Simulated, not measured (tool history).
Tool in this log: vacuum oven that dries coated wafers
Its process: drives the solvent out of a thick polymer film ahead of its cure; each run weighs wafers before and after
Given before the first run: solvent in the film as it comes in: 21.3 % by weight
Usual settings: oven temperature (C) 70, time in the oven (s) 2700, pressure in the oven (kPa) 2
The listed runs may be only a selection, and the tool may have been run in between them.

run   hour  oven temperature (C)  time in the oven (s)  pressure in the oven (kPa)  solvent left in the film (%)
  1      0                    70                  2700                           2                          2.62
  2   31.2                    70                  2700                           2                          2.58
  3   46.1                    70                  2700                           2                          2.56
  4   77.7                    70                  3540                           2                          2.18
  5   91.9                    70                  3540                           2                           2.1
  6  123.6                    70                  3540                           2                          2.13
  7  147.3                    70                  2700                           2                          2.54
  8  169.2                    70                  2700                           2                          2.53
     196.7  -- oven's thermocouples calibrated
  9  196.7                    70                  2700                           2                          2.68
 10  224.5                    70                  2700                           2                          2.57
 11  252.5                    70                  2700                           2                          2.51
 12    271                    70                  2700                           2                          2.63
 13  290.4                    70                  2700                           2                          2.57
 14  313.6                    70                  2700                           2                          2.61
 15  332.3                    70                  2700                           2                          2.55
 16  361.5                    70                  2700                           2                          2.66
 17  381.6                    70                  2700                           2                          2.56
 18  413.4                    70                  2700                        2.42                          2.95
 19  445.9                    70                  2700                        6.08                          6.21
 20  460.8                    70                  2700                        7.15                          7.25
 21  474.1                    70                  2700                           2                          2.57
 22  504.3                    70                  2700                           2                          2.63
 23  524.7                    70                  4020                           2                          2.12
 24  553.3                    70                  4020                        4.17                          4.26
 25  573.4                    70                  4020                        4.17                           4.1
 26  594.4                    63                  2700                        1.02                          3.72
 27  615.8                    70                  2700                        7.29                           7.4
 28  642.1                    70                  3120                        2.04                           2.4
 29  660.1                    69                  3120                        7.31                          7.61
 30  684.2                    58                  2160                        2.96                          9.23
 31  699.4                    70                  1440                        6.11                          7.99
 32  730.9                    75                  3000                        4.06                          3.25
 33    754                    70                  2160                         1.4                           2.7
 34  782.2                    70                  3480                         1.1                           1.3
 35    798                    60                  4320                        5.85                          9.53
 36  825.5                    78                  4740                        1.13                          0.77
 37  838.8                    78                  4800                        1.13                          0.69
 38  855.6                    73                  2700                           2                          1.99
 39  876.4                    69                  2700                        1.37                          2.35
 40  896.1                    77                  1980                        1.37                          1.37
 41  914.2                    77                  1980                        1.37                          1.33
 42  929.5                    63                  2940                        4.61                          7.48
 43    954                    70                  2100                        3.43                          4.46
 44  975.8                    65                  1560                        5.94                         10.33
 45  997.2                    72                  2700                           2                           2.1
 46   1029                    72                  2700                           2                          2.25
 47   1057                    70                  1800                        1.75                          3.64

Alternative continuations, all from the tool just after run 47; predict every row:
  A  1073.5                    70                  1800                        7.16                             ?
  B  1073.5                    61                  2160                        4.35                             ?
  C  1073.5                    70                  3240                        1.75                             ?

run  solvent left in the film (%)
  A                          8.41
  B                          9.44
  C                             2
What these runs would have given with no unlogged condition in the tool:
run  solvent left in the film (%)
  A                           8.4
  B                          9.43
  C                          1.99
